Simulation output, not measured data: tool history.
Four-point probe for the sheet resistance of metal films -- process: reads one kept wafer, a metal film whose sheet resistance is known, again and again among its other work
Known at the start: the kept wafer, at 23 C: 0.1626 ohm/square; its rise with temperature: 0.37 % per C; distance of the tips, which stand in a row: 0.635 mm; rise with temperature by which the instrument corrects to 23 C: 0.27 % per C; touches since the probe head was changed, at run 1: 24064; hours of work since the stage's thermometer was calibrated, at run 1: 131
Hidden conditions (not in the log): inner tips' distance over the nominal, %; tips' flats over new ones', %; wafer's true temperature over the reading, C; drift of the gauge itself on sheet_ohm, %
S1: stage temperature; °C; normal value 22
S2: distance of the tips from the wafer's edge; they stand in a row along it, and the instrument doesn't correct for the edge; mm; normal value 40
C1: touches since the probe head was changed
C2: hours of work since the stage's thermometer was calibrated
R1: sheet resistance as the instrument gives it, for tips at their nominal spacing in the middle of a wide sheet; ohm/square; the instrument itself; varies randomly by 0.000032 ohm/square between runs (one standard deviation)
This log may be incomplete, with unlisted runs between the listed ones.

run   hour  S1  S2     C1   C2        R1
  1      0  22  40  24064  131  0.163024
  2   34.1  27  40  24598  157  0.163757
  3   59.1  27  40  24990  176  0.163755
  4  106.6  27   4  25734  213  0.165968
  5  139.9  27   4  26255  238  0.165985
  6  184.2  27   4  26950  272  0.165957
  7  230.7  27   4  27679  307  0.165979
  8  277.5  35   4  28411  343  0.167194
  9    308  35   4  28888  366  0.167207
 10  329.2  29  22  29221  383   0.16414
 11  369.7  21  40  29855  413  0.162946
 12  410.8  21  40  30498  445  0.162855
 13  434.7  27  26  30874  463  0.163863
 14  484.4  23  10  31652  501  0.163519
 15  505.5  28  44  31983  517   0.16396
 16  543.2  18  44  32573  546  0.162371
 17  582.3  18  44  33185  576  0.162355

4 options for the next run, each taken on its own from the tool as it stands now. Forecast them:
  A  616.7  18   8  33724  602   ?
  B  616.7  18  63  33724  602   ?
  C  616.7  22  14  33724  602   ?
  D  616.7  22  10  33724  602   ?

run        R1
  A  0.162942
  B    0.1624
  C  0.163137
  D  0.163367
Without the tool's hidden state the same runs would have given:
run        R1
  A  0.162381
  B  0.161841
  C  0.162572
  D  0.162802
